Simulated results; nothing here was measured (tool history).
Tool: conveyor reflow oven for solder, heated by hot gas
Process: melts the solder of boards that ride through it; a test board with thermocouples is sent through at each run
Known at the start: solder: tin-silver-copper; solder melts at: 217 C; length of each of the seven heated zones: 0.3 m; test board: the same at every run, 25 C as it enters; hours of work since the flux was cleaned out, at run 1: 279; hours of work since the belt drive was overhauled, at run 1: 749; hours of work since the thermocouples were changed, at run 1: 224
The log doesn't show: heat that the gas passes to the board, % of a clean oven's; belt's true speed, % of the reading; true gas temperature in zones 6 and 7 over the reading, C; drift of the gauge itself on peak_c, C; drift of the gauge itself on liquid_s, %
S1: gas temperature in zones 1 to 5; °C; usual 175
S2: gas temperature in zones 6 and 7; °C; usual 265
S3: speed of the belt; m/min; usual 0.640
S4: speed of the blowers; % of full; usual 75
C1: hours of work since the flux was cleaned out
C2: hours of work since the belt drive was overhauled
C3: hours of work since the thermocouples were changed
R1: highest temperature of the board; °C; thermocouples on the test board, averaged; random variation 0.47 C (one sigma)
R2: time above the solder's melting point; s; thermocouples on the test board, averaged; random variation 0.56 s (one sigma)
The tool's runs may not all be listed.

| run | hour | S1 | S2 | S3 | S4 | C1 | C2 | C3 | R1 | R2 |
|---|---|---|---|---|---|---|---|---|---|---|
| 1 | 0.0 | 175 | 265 | 0.640 | 75 | 279 | 749 | 224 | 250.2 | 41.5 |
| 2 | 9.2 | 175 | 265 | 0.640 | 75 | 283 | 753 | 228 | 250.9 | 42.6 |
| 3 | 22.6 | 162 | 265 | 0.640 | 75 | 288 | 759 | 233 | 247.8 | 37.7 |
| 4 | 36.7 | 162 | 265 | 0.640 | 75 | 294 | 765 | 239 | 248.5 | 37.1 |
| 5 | 50.3 | 162 | 265 | 0.640 | 75 | 300 | 770 | 245 | 248.4 | 37.5 |
|  | 56.8 | flux residue cleaned out of gas plates and filters |
| 6 | 71.3 | 175 | 265 | 0.533 | 53 | 6 | 777 | 251 | 249.5 | 50.5 |
| 7 | 81.6 | 175 | 265 | 0.640 | 88 | 10 | 781 | 256 | 252.1 | 42.0 |
| 8 | 94.4 | 182 | 265 | 0.640 | 88 | 15 | 786 | 261 | 252.9 | 45.0 |
| 9 | 111.7 | 161 | 265 | 0.640 | 75 | 23 | 793 | 268 | 246.1 | 36.9 |
|  | 129.0 | flux residue cleaned out of gas plates and filters, once more |
| 10 | 134.9 | 173 | 265 | 0.542 | 75 | 2 | 801 | 275 | 255.7 | 54.7 |

Hidden state at the last listed run before each entry between runs and at the first one after, where it differs:
Between runs 5 and 6: flux residue cleaned out of gas plates and filters (hour 56.8)
  heat that the gas passes to the board, % of a clean oven's: 88.5 -> 83.9; belt's true speed, % of the reading: 98.78 -> 98.77; true gas temperature in zones 6 and 7 over the reading, C: -0.59 -> -0.61
  measured less the result without the state, R1: -3.2 -> -3.0 °C; R2: -2.0 -> -2.0 s
Between runs 9 and 10: flux residue cleaned out of gas plates and filters, once more (hour 129.0)
  heat that the gas passes to the board, % of a clean oven's: 83.4 -> 99.3; belt's true speed, % of the reading: 98.74 -> 98.73; true gas temperature in zones 6 and 7 over the reading, C: -0.68 -> -0.71
  measured less the result without the state, R1: -4.8 -> -0.6 °C; R2: -3.3 -> +0.5 s
